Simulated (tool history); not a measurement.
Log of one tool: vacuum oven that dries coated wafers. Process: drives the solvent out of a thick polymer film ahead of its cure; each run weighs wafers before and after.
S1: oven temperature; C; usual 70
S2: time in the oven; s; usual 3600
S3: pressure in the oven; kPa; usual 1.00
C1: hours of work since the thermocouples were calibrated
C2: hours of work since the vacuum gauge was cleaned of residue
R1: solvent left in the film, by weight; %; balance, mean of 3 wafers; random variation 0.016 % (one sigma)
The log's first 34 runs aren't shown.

| run | day | S1 | S2 | S3 | C1 | C2 | R1 |
|---|---|---|---|---|---|---|---|
| 35 | 86.300 | 70 | 6420 | 2.81 | 119 | 1983 | 1.61 |
| 36 | 88.254 | 66 | 2640 | 1.00 | 148 | 2013 | 3.08 |
| 37 | 90.562 | 66 | 2640 | 1.00 | 183 | 2047 | 3.07 |
| 38 | 94.096 | 66 | 2640 | 1.00 | 236 | 2100 | 3.09 |
| 39 | 96.375 | 70 | 2040 | 1.00 | 270 | 2134 | 3.33 |
| 40 | 99.429 | 70 | 3600 | 1.18 | 316 | 2180 | 1.32 |
| 41 | 103.012 | 73 | 2340 | 1.31 | 369 | 2234 | 2.13 |
| 42 | 104.833 | 73 | 2340 | 1.31 | 397 | 2261 | 2.13 |
| 43 | 107.154 | 70 | 1980 | 1.70 | 431 | 2296 | 3.76 |
| 44 | 108.854 | 71 | 6000 | 1.00 | 457 | 2321 | 0.68 |
| 45 | 111.062 | 74 | 2520 | 1.41 | 490 | 2354 | 1.74 |
| 46 | 112.550 | 74 | 2520 | 1.41 | 512 | 2377 | 1.72 |
| 47 | 114.342 | 74 | 2520 | 1.41 | 539 | 2403 | 1.74 |

3 ways to go on from here, each from the tool as it stands after run 47. What would each give?
|  | 114.662 | vacuum gauge cleaned of residue and calibrated |
| A | 117.879 | 75 | 2700 | 1.96 | 591 | 48 | ? |
|  | 114.662 | vacuum gauge cleaned of residue and calibrated |
| B | 117.879 | 70 | 3600 | 0.89 | 591 | 48 | ? |
|  | 114.662 | vacuum gauge cleaned of residue and calibrated |
| C | 117.879 | 61 | 2400 | 2.20 | 591 | 48 | ? |

| run | R1 |
|---|---|
| A | 1.46 |
| B | 0.99 |
| C | 5.58 |
Without the tool's hidden state the same runs would have given:
| run | R1 |
|---|---|
| A | 1.55 |
| B | 1.06 |
| C | 5.83 |
